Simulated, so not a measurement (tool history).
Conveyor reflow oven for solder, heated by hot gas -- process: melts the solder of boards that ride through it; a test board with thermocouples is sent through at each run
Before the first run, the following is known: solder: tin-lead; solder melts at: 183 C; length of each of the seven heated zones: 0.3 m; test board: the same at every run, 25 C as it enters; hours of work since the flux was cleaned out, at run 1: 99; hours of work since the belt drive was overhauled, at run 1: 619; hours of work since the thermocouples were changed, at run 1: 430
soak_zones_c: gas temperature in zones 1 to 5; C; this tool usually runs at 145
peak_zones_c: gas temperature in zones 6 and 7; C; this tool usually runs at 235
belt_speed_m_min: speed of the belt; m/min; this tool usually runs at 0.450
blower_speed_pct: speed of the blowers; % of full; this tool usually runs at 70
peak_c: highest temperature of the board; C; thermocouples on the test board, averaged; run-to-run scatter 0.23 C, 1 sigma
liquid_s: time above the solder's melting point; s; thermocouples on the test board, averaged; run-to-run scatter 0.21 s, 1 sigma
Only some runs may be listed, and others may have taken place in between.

| run | hour | soak_zones_c | peak_zones_c | belt_speed_m_min | blower_speed_pct | hours of work since the flux was cleaned out | hours of work since the belt drive was overhauled | hours of work since the thermocouples were changed | peak_c | liquid_s |
|---|---|---|---|---|---|---|---|---|---|---|
| 1 | 0.0 | 145 | 235 | 0.450 | 70 | 99 | 619 | 430 | 216.9 | 62.7 |
| 2 | 12.8 | 145 | 235 | 0.450 | 70 | 107 | 628 | 438 | 217.3 | 62.4 |
| 3 | 35.9 | 145 | 235 | 0.450 | 70 | 123 | 643 | 454 | 216.7 | 62.2 |
| 4 | 49.3 | 145 | 235 | 0.450 | 70 | 132 | 652 | 463 | 217.1 | 62.6 |
| 5 | 69.8 | 145 | 235 | 0.450 | 70 | 146 | 666 | 477 | 217.2 | 62.8 |
| 6 | 80.0 | 145 | 235 | 0.450 | 70 | 153 | 673 | 484 | 216.9 | 62.2 |
| 7 | 99.2 | 145 | 235 | 0.450 | 70 | 166 | 686 | 497 | 216.8 | 62.6 |
| 8 | 121.4 | 145 | 235 | 0.450 | 70 | 181 | 701 | 511 | 216.9 | 62.3 |
|  | 144.4 | belt drive overhauled, speed set with a stopwatch |
| 9 | 148.3 | 145 | 235 | 0.450 | 70 | 196 | 3 | 527 | 216.5 | 61.9 |
| 10 | 159.5 | 145 | 235 | 0.450 | 70 | 204 | 10 | 534 | 216.4 | 61.7 |
| 11 | 172.7 | 145 | 235 | 0.450 | 70 | 213 | 19 | 543 | 216.2 | 61.7 |
| 12 | 184.4 | 145 | 235 | 0.450 | 70 | 221 | 27 | 551 | 216.1 | 61.3 |
| 13 | 201.9 | 145 | 235 | 0.450 | 70 | 232 | 39 | 563 | 216.7 | 61.9 |
| 14 | 214.5 | 145 | 235 | 0.450 | 70 | 241 | 47 | 572 | 215.9 | 61.4 |
| 15 | 224.9 | 133 | 227 | 0.423 | 78 | 248 | 54 | 579 | 210.2 | 55.8 |
| 16 | 241.1 | 133 | 227 | 0.423 | 78 | 259 | 65 | 590 | 209.7 | 55.0 |
| 17 | 258.7 | 145 | 231 | 0.426 | 58 | 271 | 77 | 601 | 211.8 | 61.3 |
| 18 | 269.7 | 145 | 235 | 0.425 | 61 | 278 | 85 | 609 | 216.2 | 65.2 |
| 19 | 292.6 | 139 | 233 | 0.474 | 78 | 294 | 100 | 624 | 212.6 | 52.2 |
| 20 | 302.9 | 142 | 242 | 0.464 | 67 | 300 | 107 | 631 | 219.3 | 60.5 |
| 21 | 313.3 | 142 | 242 | 0.464 | 67 | 307 | 114 | 638 | 219.1 | 60.6 |
| 22 | 337.5 | 142 | 234 | 0.464 | 63 | 324 | 130 | 655 | 211.7 | 53.6 |

What will run 23 give?
| 23 | 348.8 | 142 | 234 | 0.464 | 63 | 331 | 138 | 662 | ? | ? |

Run 23 measured peak_c 211.8 C, liquid_s 54.1 s.
Had the tool carried no hidden state, the very same run would have given peak_c 215.2 C, liquid_s 57.5 s.

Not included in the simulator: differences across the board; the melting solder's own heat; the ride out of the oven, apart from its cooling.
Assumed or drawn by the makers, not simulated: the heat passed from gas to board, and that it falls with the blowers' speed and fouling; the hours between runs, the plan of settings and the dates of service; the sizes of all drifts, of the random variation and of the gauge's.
